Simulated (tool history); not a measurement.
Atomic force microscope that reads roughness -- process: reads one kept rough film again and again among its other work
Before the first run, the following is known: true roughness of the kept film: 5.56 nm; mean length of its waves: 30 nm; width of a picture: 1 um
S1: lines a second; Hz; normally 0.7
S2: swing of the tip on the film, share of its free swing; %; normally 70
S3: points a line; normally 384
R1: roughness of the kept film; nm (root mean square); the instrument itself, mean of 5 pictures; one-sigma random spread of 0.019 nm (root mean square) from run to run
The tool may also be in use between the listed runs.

| run | hour | S1 | S2 | S3 | R1 |
|---|---|---|---|---|---|
| 1 | 0 | 0.7 | 70 | 384 | 3.628 |
|  | 8.6 | new tip fitted |
| 2 | 49.8 | 0.7 | 70 | 384 | 4.066 |
| 3 | 83.5 | 0.7 | 70 | 384 | 3.751 |
|  | 113.5 | new tip fitted |
| 4 | 121.5 | 0.7 | 70 | 422 | 4.448 |
| 5 | 158.4 | 0.7 | 70 | 384 | 4.042 |
| 6 | 208.4 | 0.7 | 70 | 384 | 3.573 |
|  | 221.5 | new tip fitted |
| 7 | 245.9 | 3.547 | 70 | 384 | 3.809 |
| 8 | 287.5 | 1.788 | 70 | 384 | 3.641 |
|  | 326.8 | new tip fitted |
| 9 | 331.2 | 0.7 | 70 | 721 | 4.495 |
| 10 | 372.4 | 0.7 | 70 | 384 | 3.99 |
| 11 | 418.9 | 0.7 | 70 | 384 | 3.588 |
|  | 434.2 | new tip fitted |
| 12 | 461.2 | 0.7 | 70 | 384 | 4.229 |
| 13 | 504.2 | 0.7 | 87 | 646 | 3.658 |
|  | 539.5 | new tip fitted |
| 14 | 561.3 | 2.923 | 76 | 365 | 3.72 |
|  | 565.1 | height scale calibrated on a step standard |
| 15 | 607.9 | 2.923 | 76 | 365 | 3.343 |
|  | 646.1 | new tip fitted |
| 16 | 646.1 | 0.7 | 88 | 384 | 4.363 |
| 17 | 682.8 | 2.175 | 63 | 384 | 3.966 |
| 18 | 726.7 | 2.175 | 63 | 384 | 3.561 |
|  | 749.8 | new tip fitted |
| 19 | 779.7 | 1.817 | 65 | 384 | 3.981 |
| 20 | 815.7 | 3.351 | 78 | 856 | 3.16 |
|  | 834.7 | height scale calibrated on a step standard, once more |
|  | 857.2 | new tip fitted |
| 21 | 875.5 | 0.774 | 58 | 384 | 4.42 |
| 22 | 924 | 1.935 | 64 | 733 | 3.778 |
| 23 | 951 | 1.935 | 64 | 733 | 3.491 |
|  | 961 | new tip fitted |
| 24 | 984.1 | 1.935 | 64 | 733 | 4.211 |

Branching from run 24: 4 alternative next runs. What would each branch give?
| A | 1031.2 | 2.344 | 59 | 733 | ? |
| B | 1031.2 | 0.81 | 59 | 733 | ? |
| C | 1031.2 | 0.888 | 89 | 508 | ? |
| D | 1031.2 | 1.322 | 64 | 362 | ? |

| run | R1 |
|---|---|
| A | 3.717 |
| B | 3.85 |
| C | 3.54 |
| D | 3.72 |
With no hidden state in the tool, these same runs would have given:
| run | R1 |
|---|---|
| A | 4.523 |
| B | 4.685 |
| C | 4.307 |
| D | 4.527 |
